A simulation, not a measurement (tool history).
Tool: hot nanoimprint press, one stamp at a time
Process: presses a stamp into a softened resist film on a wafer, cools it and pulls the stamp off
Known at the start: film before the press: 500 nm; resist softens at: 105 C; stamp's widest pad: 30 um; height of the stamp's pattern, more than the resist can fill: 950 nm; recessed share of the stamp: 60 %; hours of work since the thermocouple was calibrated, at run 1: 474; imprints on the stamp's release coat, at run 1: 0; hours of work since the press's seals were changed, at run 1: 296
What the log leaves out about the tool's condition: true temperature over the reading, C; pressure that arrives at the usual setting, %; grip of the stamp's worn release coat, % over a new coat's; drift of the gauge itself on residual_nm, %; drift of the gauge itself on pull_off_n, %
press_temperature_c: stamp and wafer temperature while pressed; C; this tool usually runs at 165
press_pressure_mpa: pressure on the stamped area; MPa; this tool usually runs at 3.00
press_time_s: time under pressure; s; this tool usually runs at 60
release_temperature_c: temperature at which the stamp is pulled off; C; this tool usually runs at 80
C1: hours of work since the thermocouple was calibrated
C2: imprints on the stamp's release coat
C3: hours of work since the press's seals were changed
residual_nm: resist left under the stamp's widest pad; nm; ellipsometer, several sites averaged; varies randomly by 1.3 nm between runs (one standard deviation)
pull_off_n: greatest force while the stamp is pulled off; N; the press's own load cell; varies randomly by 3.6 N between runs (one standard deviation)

Run 1, hour 0.0: usual settings; C1 474; C2 0; C3 296. Result: residual_nm 228.8 nm, pull_off_n 175 N.
Run 2, hour 21.6: usual settings; C1 484; C2 69; C3 306. Result: residual_nm 227.8 nm, pull_off_n 181 N.
At hour 41.6: plate thermocouple calibrated.
Run 3, hour 43.3: usual settings; C1 1; C2 128; C3 314. Result: residual_nm 236.4 nm, pull_off_n 188 N.
Run 4, hour 56.9: usual settings; C1 7; C2 171; C3 320. Result: residual_nm 235.3 nm, pull_off_n 188 N.
Run 5, hour 73.6: usual settings; C1 14; C2 224; C3 327. Result: residual_nm 235.7 nm, pull_off_n 195 N.
Run 6, hour 88.0: usual settings; C1 20; C2 270; C3 334. Result: residual_nm 236.8 nm, pull_off_n 187 N.
Run 7, hour 98.7: usual settings; C1 25; C2 303; C3 338. Result: residual_nm 235.6 nm, pull_off_n 198 N.
Run 8, hour 112.5: usual settings; C1 31; C2 347; C3 344. Result: residual_nm 237.2 nm, pull_off_n 202 N.
Run 9, hour 125.6: usual settings; C1 37; C2 389; C3 350. Result: residual_nm 238.4 nm, pull_off_n 201 N.
Run 10, hour 146.6: usual settings; C1 46; C2 455; C3 359. Result: residual_nm 239.1 nm, pull_off_n 203 N.
Run 11, hour 161.2: usual settings; C1 53; C2 501; C3 366. Result: residual_nm 237.0 nm, pull_off_n 210 N.
At hour 173.5: plate thermocouple calibrated, once more.
Run 12, hour 185.6: usual settings; C1 5; C2 569; C3 375. Result: residual_nm 209.4 nm, pull_off_n 202 N.
Run 13, hour 200.7: usual settings but press_pressure_mpa 2.64 MPa, press_time_s 74 s; C1 12; C2 617; C3 382. Result: residual_nm 203.7 nm, pull_off_n 201 N.
Run 14, hour 219.3: usual settings but press_temperature_c 163 C, press_pressure_mpa 1.85 MPa, press_time_s 32 s, release_temperature_c 73 C; C1 20; C2 676; C3 390. Result: residual_nm 335.9 nm, pull_off_n 228 N.
Run 15, hour 239.2: usual settings but press_time_s 31 s, release_temperature_c 82 C; C1 29; C2 739; C3 399. Result: residual_nm 268.0 nm, pull_off_n 205 N.
Run 16, hour 256.2: usual settings but press_time_s 96 s, release_temperature_c 82 C; C1 36; C2 793; C3 406. Result: residual_nm 173.6 nm, pull_off_n 217 N.
Run 17, hour 269.0: usual settings but press_temperature_c 172 C, press_pressure_mpa 2.20 MPa, release_temperature_c 85 C; C1 42; C2 834; C3 412. Result: residual_nm 183.3 nm, pull_off_n 209 N.
Run 18, hour 279.5: usual settings but press_temperature_c 172 C, press_pressure_mpa 4.63 MPa, release_temperature_c 71 C; C1 47; C2 867; C3 417. Result: residual_nm 129.6 nm, pull_off_n 251 N.
Run 19, hour 299.0: usual settings but press_temperature_c 164 C, press_pressure_mpa 4.63 MPa, press_time_s 40 s, release_temperature_c 71 C; C1 55; C2 929; C3 425. Result: residual_nm 214.4 nm, pull_off_n 252 N.
Run 20, hour 314.3: usual settings but press_temperature_c 154 C, press_pressure_mpa 2.45 MPa, press_time_s 40 s, release_temperature_c 71 C; C1 62; C2 977; C3 432. Result: residual_nm 374.9 nm, pull_off_n 260 N.
Run 21, hour 325.4: usual settings but press_temperature_c 160 C, press_pressure_mpa 4.10 MPa, press_time_s 40 s, release_temperature_c 71 C; C1 67; C2 1012; C3 437. Result: residual_nm 264.6 nm, pull_off_n 256 N.
At hour 340.6: stamp cleaned and given a new release coat.
Run 22, hour 351.6: usual settings but press_temperature_c 160 C, press_pressure_mpa 4.10 MPa, press_time_s 40 s, release_temperature_c 71 C; C1 76; C2 34; C3 446. Result: residual_nm 260.4 nm, pull_off_n 197 N.
Run 23, hour 363.6: usual settings but press_temperature_c 161 C, press_pressure_mpa 2.26 MPa, press_time_s 40 s, release_temperature_c 71 C; C1 81; C2 72; C3 451. Result: residual_nm 316.4 nm, pull_off_n 197 N.

Branching from run 23: 5 alternative next runs. What would each branch give?
Run A, hour 387.9: usual settings but press_temperature_c 170 C; C1 92; C2 149; C3 462. Result: residual_nm ?, pull_off_n ?.
Run B, hour 387.9: usual settings but press_temperature_c 164 C; C1 92; C2 149; C3 462. Result: residual_nm ?, pull_off_n ?.
Run C, hour 387.9: usual settings but press_temperature_c 176 C, press_pressure_mpa 2.09 MPa; C1 92; C2 149; C3 462. Result: residual_nm ?, pull_off_n ?.
Run D, hour 387.9: usual settings but press_time_s 41 s, release_temperature_c 74 C; C1 92; C2 149; C3 462. Result: residual_nm ?, pull_off_n ?.
Run E, hour 387.9: usual settings but press_temperature_c 159 C, press_pressure_mpa 2.26 MPa, release_temperature_c 65 C; C1 92; C2 149; C3 462. Result: residual_nm ?, pull_off_n ?.

run  residual_nm  pull_off_n
  A        171.7         181
  B        220.1         184
  C        163.7         182
  D        242.2         194
  E        299.2         225
What these runs would have given with no unlogged condition in the tool:
run  residual_nm  pull_off_n
  A        168.3         173
  B        216.0         176
  C        161.3         174
  D        237.9         186
  E        295.3         215
